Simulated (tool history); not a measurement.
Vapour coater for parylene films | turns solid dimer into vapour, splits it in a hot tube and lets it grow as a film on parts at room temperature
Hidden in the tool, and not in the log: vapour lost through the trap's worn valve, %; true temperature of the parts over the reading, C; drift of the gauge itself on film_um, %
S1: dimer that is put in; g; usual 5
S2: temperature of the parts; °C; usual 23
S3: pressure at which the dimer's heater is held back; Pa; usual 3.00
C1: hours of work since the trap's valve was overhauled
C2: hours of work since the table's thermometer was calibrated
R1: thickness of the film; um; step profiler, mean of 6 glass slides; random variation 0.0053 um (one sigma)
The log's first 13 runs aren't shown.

run	hour	S1	S2	S3	C1	C2	R1
14	140.6	5	22	3.00	11	235	0.943
15	155.6	2	23	3.00	19	243	0.375
16	167.0	2	23	3.00	24	248	0.361
17	178.8	2	23	3.00	30	254	0.372
# hour 193.6: trap's valve overhauled, once more
18	193.6	6	27	6.52	0	259	1.112
19	207.3	6	27	6.52	7	266	1.105
20	217.5	3	23	11.05	12	271	0.613
21	229.6	3	23	11.05	18	277	0.597
22	240.1	4	22	11.05	23	282	0.820
23	254.3	6	17	3.00	30	289	1.577
24	267.5	2	18	2.03	36	296	0.524
25	277.6	7	18	2.03	41	301	1.842
26	284.0	7	27	4.14	45	304	1.325
27	292.8	4	23	3.46	49	308	0.863
28	301.6	5	23	3.89	53	313	1.070
29	314.3	5	23	7.58	60	319	1.015
30	327.2	2	32	10.71	66	325	0.309
31	337.2	5	16	3.29	71	330	1.339

Forecast each of these 3 alternatives for the next run:
A	346.8	8	25	8.60	76	335	?
B	346.8	2	22	4.26	76	335	?
C	346.8	5	23	2.13	76	335	?

run	R1
A	1.513
B	0.431
C	1.107
Without the tool's hidden state the same runs would have given:
run	R1
A	1.534
B	0.437
C	1.123
